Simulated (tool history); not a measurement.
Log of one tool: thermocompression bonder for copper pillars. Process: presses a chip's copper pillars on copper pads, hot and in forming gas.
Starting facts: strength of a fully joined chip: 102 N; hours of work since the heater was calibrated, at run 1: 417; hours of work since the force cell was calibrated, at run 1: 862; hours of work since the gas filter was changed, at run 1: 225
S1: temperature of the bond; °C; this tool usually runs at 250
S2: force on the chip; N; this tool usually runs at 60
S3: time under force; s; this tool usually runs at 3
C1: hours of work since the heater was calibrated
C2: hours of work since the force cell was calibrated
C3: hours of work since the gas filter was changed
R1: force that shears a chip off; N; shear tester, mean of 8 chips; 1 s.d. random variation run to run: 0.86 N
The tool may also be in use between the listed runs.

run,day,S1,S2,S3,C1,C2,C3,R1
1,0.000,250,60,3,417,862,225,70.2
2,0.533,250,60,3,425,870,234,69.5
3,0.888,250,60,4,431,876,239,73.9
4,1.496,250,60,4,441,885,249,73.2
5,1.896,250,60,3,447,892,255,68.4
6,2.204,250,60,4,452,897,260,74.5
7,2.546,250,60,3,457,902,266,71.7
8,3.038,250,57,3,465,910,273,68.0
9,3.558,250,57,3,474,918,282,67.1
10,4.012,250,57,3,481,926,289,65.3
11,4.621,250,57,3,490,935,299,66.7
12,4.950,250,57,3,496,941,304,67.3
13,5.529,250,57,3,505,950,313,66.5
14,6.104,250,57,3,514,959,322,66.8
15,6.771,250,42,3,525,969,333,55.5
16,7.258,250,42,3,532,977,341,55.9
17,7.771,250,42,3,541,985,349,55.4
18,8.183,276,51,5,547,992,355,82.4
19,8.783,276,51,5,557,1002,365,83.1
20,9.196,228,59,2,563,1008,371,50.4
21,9.517,228,59,2,568,1013,377,50.0
22,9.938,230,60,6,575,1020,383,71.8
23,10.571,230,60,6,585,1030,393,72.9
24,10.979,236,51,6,592,1037,400,70.3
25,11.475,260,53,3,600,1044,408,68.4
26,11.871,260,53,3,606,1051,414,69.4
27,12.421,228,53,3,615,1059,423,53.6
# day 12.662: forming gas filter changed
28,12.904,228,53,3,622,1067,4,53.4
29,13.238,247,85,3,627,1072,9,82.0
# day 13.525: force cell calibrated
30,13.729,260,60,3,634,3,16,73.5
31,14.250,260,60,3,642,12,24,73.7
32,14.871,240,49,5,652,21,34,66.2
33,15.371,256,57,8,660,29,42,85.9
34,16.088,256,57,8,672,41,54,86.0

Predict each of these 5 candidate next runs independently; none follows another, all start after run 34:
A,16.462,256,57,7,678,47,59,?
B,16.462,235,89,6,678,47,59,?
C,16.462,238,57,8,678,47,59,?
D,16.462,260,78,3,678,47,59,?
E,16.462,250,60,3,678,47,59,?

run,R1
A,84.4
B,85.9
C,79.0
D,82.6
E,70.4
Take away the tool's hidden state, keep each run's random variation, and the runs would have read:
run,R1
A,84.5
B,86.0
C,79.2
D,82.8
E,70.6
